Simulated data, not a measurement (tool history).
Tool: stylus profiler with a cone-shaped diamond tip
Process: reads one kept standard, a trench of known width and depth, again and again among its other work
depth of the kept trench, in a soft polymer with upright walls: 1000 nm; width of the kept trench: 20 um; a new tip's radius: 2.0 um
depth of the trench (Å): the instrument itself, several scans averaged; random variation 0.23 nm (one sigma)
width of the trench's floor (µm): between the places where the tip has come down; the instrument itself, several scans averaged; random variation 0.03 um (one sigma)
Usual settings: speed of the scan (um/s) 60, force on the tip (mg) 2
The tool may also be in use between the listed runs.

| run | day | speed of the scan (um/s) | force on the tip (mg) | depth of the trench (Å) | width of the trench's floor (µm) |
|---|---|---|---|---|---|
| 1 | 0 | 60 | 2 | 10089.7 | 16.41 |
| 2 | 0.933 | 60 | 3.62 | 10121.3 | 16.41 |
| 3 | 2.121 | 153 | 3.62 | 10128.5 | 16.26 |
| 4 | 3.104 | 60 | 0.72 | 10045.8 | 16.32 |
| 5 | 4.471 | 190 | 2 | 10085.1 | 16.13 |
| 6 | 5.796 | 190 | 2 | 10087.1 | 16.08 |
| 7 | 6.467 | 60 | 2 | 10086 | 16.43 |
| 8 | 8.021 | 60 | 2 | 10088.8 | 16.38 |
| 9 | 9.396 | 60 | 2 | 10085.8 | 16.39 |
| 10 | 10.079 | 60 | 2 | 10083.8 | 16.38 |
| 11 | 11.288 | 60 | 2 | 10081.8 | 16.36 |
| 12 | 12.483 | 216 | 2 | 10085.5 | 16.05 |
| 13 | 14.029 | 216 | 2 | 10088.7 | 16.04 |
| 14 | 15.412 | 216 | 2 | 10080.9 | 16.01 |
| 15 | 16.842 | 60 | 1.56 | 10073.3 | 16.39 |
| 16 | 17.608 | 60 | 1.56 | 10069.1 | 16.39 |
| 17 | 18.596 | 213 | 2 | 10084.9 | 16.06 |
| 18 | 19.767 | 213 | 2 | 10089.9 | 16.02 |
| 19 | 21.229 | 213 | 2 | 10086.9 | 16.03 |
| 20 | 22.104 | 213 | 2 | 10085.3 | 16.07 |
| 21 | 23.029 | 213 | 2 | 10086.8 | 16.05 |
| 22 | 24.471 | 60 | 2 | 10086.5 | 16.48 |
| 23 | 25.492 | 107 | 2 | 10086.4 | 16.21 |
| 24 | 26.529 | 168 | 1.04 | 10055.7 | 15.95 |
| 25 | 27.992 | 168 | 1.04 | 10056.9 | 16.08 |
| 26 | 29.342 | 44 | 1.08 | 10055.9 | 16.37 |
| 27 | 30.096 | 44 | 1.08 | 10058.7 | 16.35 |
| 28 | 30.95 | 16 | 4.39 | 10147.6 | 16.5 |
| 29 | 32.392 | 23 | 1.76 | 10076 | 16.47 |
| 30 | 33.892 | 74 | 1.72 | 10072.8 | 16.35 |
| 31 | 35.067 | 74 | 1.72 | 10077.2 | 16.38 |
| 32 | 36.575 | 74 | 1.72 | 10077.3 | 16.29 |
| 33 | 37.933 | 74 | 1.72 | 10079.2 | 16.28 |
| 34 | 39.3 | 153 | 1.72 | 10081.7 | 16.13 |
| 35 | 40.8 | 65 | 3.97 | 10135.9 | 16.4 |
| 36 | 42.15 | 65 | 3.97 | 10133.4 | 16.38 |
| 37 | 43.158 | 65 | 3.97 | 10136.4 | 16.41 |
| 38 | 44.058 | 175 | 0.68 | 10043.8 | 15.86 |
| 39 | 45.35 | 175 | 0.68 | 10045.3 | 15.87 |
| 40 | 46.904 | 79 | 3.3 | 10119.3 | 16.4 |
| 41 | 47.671 | 45 | 0.86 | 10049.4 | 16.36 |
| 42 | 48.825 | 153 | 0.68 | 10045.2 | 15.87 |
| 43 | 50.346 | 22 | 1.97 | 10085.5 | 16.42 |
| 44 | 51.912 | 22 | 1.97 | 10088.6 | 16.5 |
| 45 | 53.521 | 20 | 5.03 | 10154.6 | 16.52 |

Some steps in width of the trench's floor (µm) between neighbouring runs. How much of each would the tool show without its hidden state too (settings, what came in, random variation), and how much is left for the hidden state, with any gauge scatter that isn't in both results?
The hidden state here: radius of the tip, um; height scale over the true one, %; drift of the gauge itself on depth_nm, %; drift of the gauge itself on floor_um, %.
Run 2 -> 3: speed of the scan (um/s) 60 -> 153. width of the trench's floor (µm) -0.15: hidden state -0.01, all else -0.14.
Run 6 -> 7: speed of the scan (um/s) 190 -> 60. width of the trench's floor (µm) +0.35: hidden state +0.01, all else +0.34.
Run 7 -> 8: no setting changed, nothing entered. width of the trench's floor (µm) -0.05: hidden state -0.01, all else -0.04.
Run 37 -> 38: speed of the scan (um/s) 65 -> 175, force on the tip (mg) 3.97 -> 0.68. width of the trench's floor (µm) -0.55: hidden state -0.01, all else -0.54.
Run 39 -> 40: speed of the scan (um/s) 175 -> 79, force on the tip (mg) 0.68 -> 3.3. width of the trench's floor (µm) +0.53: hidden state +0, all else +0.53.
Run 42 -> 43: speed of the scan (um/s) 153 -> 22, force on the tip (mg) 0.68 -> 1.97. width of the trench's floor (µm) +0.55: hidden state +0, all else +0.55.
